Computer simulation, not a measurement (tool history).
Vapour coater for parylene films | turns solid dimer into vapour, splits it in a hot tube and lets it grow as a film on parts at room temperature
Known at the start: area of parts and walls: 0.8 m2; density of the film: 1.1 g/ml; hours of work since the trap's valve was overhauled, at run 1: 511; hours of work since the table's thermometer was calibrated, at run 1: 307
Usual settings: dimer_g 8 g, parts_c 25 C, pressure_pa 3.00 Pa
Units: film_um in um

run   hour  dimer_g  parts_c  pressure_pa  hours of work since the trap's valve was overhauled  hours of work since the table's thermometer was calibrated  film_um
  1    0.0        8       25         3.00                                                  511                                                         307     4.50
  2   26.2        8       25         3.00                                                  527                                                         323     4.49
      62.5  -- trap's valve overhauled
  3   80.0        5       25         3.00                                                   11                                                         354     3.22
  4  114.0        5       25         3.00                                                   32                                                         376     3.18
  5  141.3        5       25         3.00                                                   50                                                         393     3.22
  6  185.0        5       25         3.00                                                   77                                                         421     3.20
  7  213.1        5       25         3.00                                                   95                                                         438     3.24
  8  244.6        5       25         3.00                                                  115                                                         458     3.23
  9  287.3        8       21         3.00                                                  141                                                         485     6.11
 10  324.0        8       25         8.40                                                  165                                                         508     4.32
 11  359.7        8       25         8.40                                                  187                                                         530     4.34
 12  389.4        3       32         3.00                                                  206                                                         549     1.38
 13  426.5        6       35         3.34                                                  229                                                         572     2.34
 14  474.8        7       26         2.79                                                  259                                                         603     4.25
 15  508.4        7       26         2.79                                                  281                                                         624     4.23
 16  533.8        3       25         3.00                                                  297                                                         640     1.83
 17  589.4        3       25         3.00                                                  332                                                         675     1.79
 18  629.1        6       25         3.00                                                  357                                                         700     3.64
 19  652.7        6       34         3.00                                                  371                                                         715     2.42
 20  681.4        7       19         7.68                                                  389                                                         733     4.72
 21  726.4        9       28         5.21                                                  418                                                         761     4.34

3 ways to go on from here, each from the tool as it stands after run 21. What would each give?
  A  770.6        8       28         3.18                                                  446                                                         789        ?
  B  770.6       13       25         3.00                                                  446                                                         789        ?
  C  770.6       13       28         2.11                                                  446                                                         789        ?

run  film_um
  A     4.21
  B     7.72
  C     7.30
Without the tool's hidden state the same runs would have given:
run  film_um
  A     4.48
  B     8.22
  C     7.77
